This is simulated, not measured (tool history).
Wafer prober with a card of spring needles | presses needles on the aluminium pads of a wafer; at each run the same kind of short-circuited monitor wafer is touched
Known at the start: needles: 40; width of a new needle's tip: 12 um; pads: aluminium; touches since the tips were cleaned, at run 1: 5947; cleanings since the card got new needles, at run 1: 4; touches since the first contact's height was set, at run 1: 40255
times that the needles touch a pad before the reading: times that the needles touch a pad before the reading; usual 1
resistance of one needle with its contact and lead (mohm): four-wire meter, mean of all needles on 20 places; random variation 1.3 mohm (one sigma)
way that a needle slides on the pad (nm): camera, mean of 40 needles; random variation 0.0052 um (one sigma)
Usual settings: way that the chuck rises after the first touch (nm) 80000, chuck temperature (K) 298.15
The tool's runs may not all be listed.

run     day  way that the chuck rises after the first touch (nm)  chuck temperature (K)  times that the needles touch a pad before the reading  touches since the tips were cleaned  cleanings since the card got new needles  touches since the first contact's height was set  resistance of one needle with its contact and lead (mohm)  way that a needle slides on the pad (nm)
  1   0.000                                                80000                 298.15                                                      1                                 5947                                         4                                             40255                                                        168                                     16716
  2   0.308                                                80000                 298.15                                                      1                                 8316                                         4                                             42624                                                        175                                     16709
      0.354  -- tips cleaned on abrasive film
  3   0.483                                                80000                 298.15                                                      1                                 1021                                         5                                             43964                                                        129                                     16697
  4   0.854                                                80000                 298.15                                                      1                                 3881                                         5                                             46824                                                        159                                     16697
  5   1.221                                                80000                 336.15                                                      1                                 6700                                         5                                             49643                                                        172                                     16705
      1.475  -- tips cleaned on abrasive film
  6   1.512                                                74000                 298.15                                                      1                                  282                                         6                                             51856                                                        119                                     15434
  7   1.875                                                74000                 298.15                                                      1                                 3109                                         6                                             54683                                                        159                                     15439
  8   2.071                                                80000                 298.15                                                      1                                 4595                                         6                                             56169                                                        159                                     16697
  9   2.375                                                80000                 298.15                                                      1                                 6967                                         6                                             58541                                                        170                                     16691
      2.592  -- tips cleaned on abrasive film
 10   2.712                                                85000                 298.15                                                      1                                  928                                         7                                             61093                                                        125                                     17728
 11   3.100                                                80000                 298.15                                                      1                                 3920                                         7                                             64085                                                        154                                     16685
 12   3.267                                                80000                 298.15                                                      1                                 5232                                         7                                             65397                                                        164                                     16676
 13   3.646                                                80000                 298.15                                                      1                                 8165                                         7                                             68330                                                        173                                     16690
      3.692  -- height of the first contact set anew
      3.725  -- tips cleaned on abrasive film
 14   3.888                                                80000                 298.15                                                      1                                 1228                                         8                                              1455                                                        133                                     16669
 15   4.179                                                80000                 298.15                                                      1                                 3485                                         8                                              3712                                                        153                                     16663
 16   4.412                                                80000                 298.15                                                      1                                 5304                                         8                                              5531                                                        166                                     16663
      4.700  -- height of the first contact set anew, once more
 17   4.817                                                71000                 298.15                                                      1                                 8304                                         8                                               887                                                        189                                     14878
      4.871  -- tips cleaned on abrasive film
 18   5.017                                                80000                 298.15                                                      2                                 1114                                         9                                              2412                                                        119                                     16748
 19   5.183                                                63000                 320.15                                                      1                                 2418                                         9                                              3716                                                        168                                     13185
 20   5.442                                                75000                 311.15                                                      1                                 4394                                         9                                              5692                                                        169                                     15702
 21   5.842                                               100000                 348.15                                                      3                                 7493                                         9                                              8791                                                        124                                     20943
      5.996  -- tips cleaned on abrasive film
 22   6.204                                               100000                 348.15                                                      3                                 1621                                        10                                             11563                                                        115                                     20928
 23   6.425                                                98000                 326.15                                                      3                                 3315                                        10                                             13257                                                        117                                     20516
 24   6.833                                                62000                 309.15                                                      1                                 6461                                        10                                             16403                                                        206                                     12960
      7.112  -- tips cleaned on abrasive film
 25   7.233                                                66000                 305.15                                                      1                                  920                                        11                                             19455                                                        141                                     13794
 26   7.533                                                66000                 305.15                                                      1                                 3237                                        11                                             21772                                                        173                                     13786
 27   7.808                                                66000                 305.15                                                      1                                 5385                                        11                                             23920                                                        190                                     13794
 28   7.988                                                66000                 307.15                                                      1                                 6757                                        11                                             25292                                                        201                                     13793
      8.246  -- tips cleaned on abrasive film
 29   8.396                                                61000                 378.15                                                      2                                 1154                                        12                                             28423                                                        145                                     12742
 30   8.783                                                97000                 378.15                                                      2                                 4134                                        12                                             31403                                                        134                                     20280
 31   9.179                                                80000                 312.15                                                      2                                 7213                                        12                                             34482                                                        146                                     16714
      9.367  -- tips cleaned on abrasive film
 32   9.396                                                80000                 312.15                                                      2                                  221                                        13                                             36115                                                        112                                     16712
 33   9.796                                                80000                 330.15                                                      2                                 3289                                        13                                             39183                                                        138                                     16708
 34  10.075                                                80000                 330.15                                                      2                                 5462                                        13                                             41356                                                        145                                     16704
 35  10.296                                                75000                 359.15                                                      2                                 7162                                        13                                             43056                                                        157                                     15659

3 ways to go on from here, each from the tool as it stands after run 35. What would each give?
     10.483  -- tips cleaned on abrasive film
  A  10.483                                                80000                 314.15                                                      3                                    0                                        14                                             44482                                                          ?                                         ?
     10.483  -- tips cleaned on abrasive film
  B  10.483                                                80000                 387.15                                                      1                                    0                                        14                                             44482                                                          ?                                         ?
     10.483  -- tips cleaned on abrasive film
  C  10.483                                                63000                 360.15                                                      1                                    0                                        14                                             44482                                                          ?                                         ?

run  resistance of one needle with its contact and lead (mohm)  way that a needle slides on the pad (nm)
  A                                                        111                                     16687
  B                                                        123                                     16699
  C                                                        129                                     13135
Without the tool's hidden state the same runs would have given:
run  resistance of one needle with its contact and lead (mohm)  way that a needle slides on the pad (nm)
  A                                                        108                                     16749
  B                                                        116                                     16761
  C                                                        118                                     13198
